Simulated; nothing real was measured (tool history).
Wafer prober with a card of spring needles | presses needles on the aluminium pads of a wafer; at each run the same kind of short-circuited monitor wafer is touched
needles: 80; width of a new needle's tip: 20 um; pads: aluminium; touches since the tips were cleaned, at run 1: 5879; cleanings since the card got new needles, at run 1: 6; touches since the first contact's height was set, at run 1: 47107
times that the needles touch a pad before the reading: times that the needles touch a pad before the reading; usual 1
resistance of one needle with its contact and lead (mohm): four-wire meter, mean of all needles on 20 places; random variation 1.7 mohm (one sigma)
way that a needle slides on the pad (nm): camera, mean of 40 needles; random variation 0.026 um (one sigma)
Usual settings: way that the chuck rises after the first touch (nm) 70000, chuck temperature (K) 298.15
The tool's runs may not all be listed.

run	hour	way that the chuck rises after the first touch (nm)	chuck temperature (K)	times that the needles touch a pad before the reading	touches since the tips were cleaned	cleanings since the card got new needles	touches since the first contact's height was set	resistance of one needle with its contact and lead (mohm)	way that a needle slides on the pad (nm)
1	0	70000	298.15	1	5879	6	47107	230	12280
# hour 2.1: tips cleaned on abrasive film
2	15.4	70000	298.15	1	5595	7	53556	230	12230
# hour 17: tips cleaned on abrasive film
# hour 31.4: tips cleaned on abrasive film
3	36.6	70000	298.15	1	2206	9	62464	211	12220
# hour 45.9: tips cleaned on abrasive film
4	58.8	70000	298.15	1	5476	10	71816	226	12220
# hour 60.5: tips cleaned on abrasive film
# hour 76: tips cleaned on abrasive film
5	79.2	71000	298.15	1	1363	12	80348	201	12350
# hour 90.3: tips cleaned on abrasive film
6	94.3	70000	298.15	1	1682	13	86666	207	12230
# hour 104.6: tips cleaned on abrasive film
7	108.1	70000	298.15	2	1507	14	92486	196	12160
8	117.4	70000	298.15	1	5424	14	96403	233	12180
# hour 120.5: tips cleaned on abrasive film
# hour 135.3: tips cleaned on abrasive film
9	139.9	70000	298.15	2	1947	16	105845	196	12140
# hour 150: tips cleaned on abrasive film
10	159.7	70000	346.15	1	4088	17	114151	229	12130
# hour 164.2: tips cleaned on abrasive film
11	176.8	70000	298.15	3	5298	18	121333	196	12100
# hour 179: tips cleaned on abrasive film
# hour 179.3: height of the first contact set anew
# hour 194.5: tips cleaned on abrasive film
12	197.3	70000	298.15	1	1174	20	7564	199	12010
# hour 208.8: tips cleaned on abrasive film
13	211.5	70000	298.15	1	1125	21	13534	198	11990
# hour 224.4: tips cleaned on abrasive film
14	226.9	70000	298.15	1	1026	22	19999	199	12000
# hour 239.5: tips cleaned on abrasive film
15	249.3	70000	298.15	1	4164	23	29458	231	11950
# hour 254.5: tips cleaned on abrasive film
16	265.2	63000	389.15	1	4506	24	36100	256	10690
# hour 270.1: tips cleaned on abrasive film
# hour 277: height of the first contact set anew, once more
17	280.5	90000	298.15	3	4261	25	1485	178	15790
# hour 285.3: tips cleaned on abrasive film
18	298.8	55000	300.15	2	5717	26	9192	230	9690
# hour 300: tips cleaned on abrasive film
# hour 314.3: tips cleaned on abrasive film
19	314.3	55000	361.15	2	0	28	15657	196	9670
# hour 328.8: tips cleaned on abrasive film
20	329.9	78000	307.15	1	479	29	22217	189	13620
# hour 343.1: tips cleaned on abrasive film
21	348.9	67000	379.15	1	2452	30	30197	235	11690
# hour 358.7: tips cleaned on abrasive film
22	360.7	67000	379.15	1	863	31	35150	211	11700
23	370.9	67000	379.15	1	5190	31	39477	248	11690
# hour 374.9: tips cleaned on abrasive film
24	386.6	62000	302.15	1	4963	32	46071	254	10820
# hour 389.4: tips cleaned on abrasive film
# hour 404.3: tips cleaned on abrasive film
25	409.7	89000	299.15	2	2275	34	55747	187	15560
# hour 420.5: tips cleaned on abrasive film
26	428.8	70000	376.15	1	3491	35	63767	240	12180

The next listed run, before its measurement:
# hour 434.9: tips cleaned on abrasive film
27	443	70000	311.15	1	3392	36	69719	?	?

Run 27 gave resistance of one needle with its contact and lead (mohm) 230, way that a needle slides on the pad (nm) 12150.
Without the tool's hidden state the same run would have given resistance of one needle with its contact and lead (mohm) 176, way that a needle slides on the pad (nm) 12310.
